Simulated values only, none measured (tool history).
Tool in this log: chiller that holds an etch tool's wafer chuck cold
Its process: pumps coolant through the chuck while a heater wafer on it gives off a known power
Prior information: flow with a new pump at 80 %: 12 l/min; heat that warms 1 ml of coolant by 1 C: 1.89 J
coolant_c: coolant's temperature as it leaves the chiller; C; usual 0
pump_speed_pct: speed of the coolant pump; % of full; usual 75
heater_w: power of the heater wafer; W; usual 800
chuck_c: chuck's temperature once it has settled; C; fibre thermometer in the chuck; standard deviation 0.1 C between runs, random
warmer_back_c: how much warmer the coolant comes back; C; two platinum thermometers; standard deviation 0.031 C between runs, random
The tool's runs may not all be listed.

run   hour  coolant_c  pump_speed_pct  heater_w  chuck_c  warmer_back_c
  1      0          0              75       800      7.1           2.35
  2     17          0              75       800      7.1           2.32
  3   45.5          0              75       800      7.1           2.39
  4   72.2          0              77       800      6.8           2.25
  5  105.1          0              77       800      6.8           2.25
  6  136.5          0              77       800      6.9            2.3
  7  168.2          0              77       800      6.8           2.27
  8  195.8          0              77       800      6.9           2.29
  9  219.6          0              77       800      7.1           2.23
 10  242.8          0              75       800      6.8           2.32
 11  271.3          0              75       800        7            2.4
 12  299.7          0              75       800      7.1           2.37
 13  320.5          0              75       800      7.1           2.32
 14  351.9          0              75       800      7.1           2.39
 15  370.4          0              75       800      7.1           2.31
 16  391.3          0              96       800      5.7           1.86
     416.5  -- chiller's thermometer calibrated
 17    424          0              94       882      7.1           2.06
 18  456.1         -3              76       886      5.3           2.54
 19  489.6         -3              76       886      5.2           2.54
 20  519.5          4              77       419      7.8           1.22
 21  549.4          4              77       419      7.8           1.17
 22  578.5          4              77       419      7.9           1.22
 23  601.3          4              64       419      8.6           1.43
 24  623.9          4              64       419      8.4           1.43

For run 25, what comes out?
 25  648.5          8              86       800        ?              ?

Run 25 produced chuck_c 14.8 C, warmer_back_c 2.12 C.
The same run, on a tool lacking any hidden state, would have yielded chuck_c 14.1 C, warmer_back_c 2.02 C.

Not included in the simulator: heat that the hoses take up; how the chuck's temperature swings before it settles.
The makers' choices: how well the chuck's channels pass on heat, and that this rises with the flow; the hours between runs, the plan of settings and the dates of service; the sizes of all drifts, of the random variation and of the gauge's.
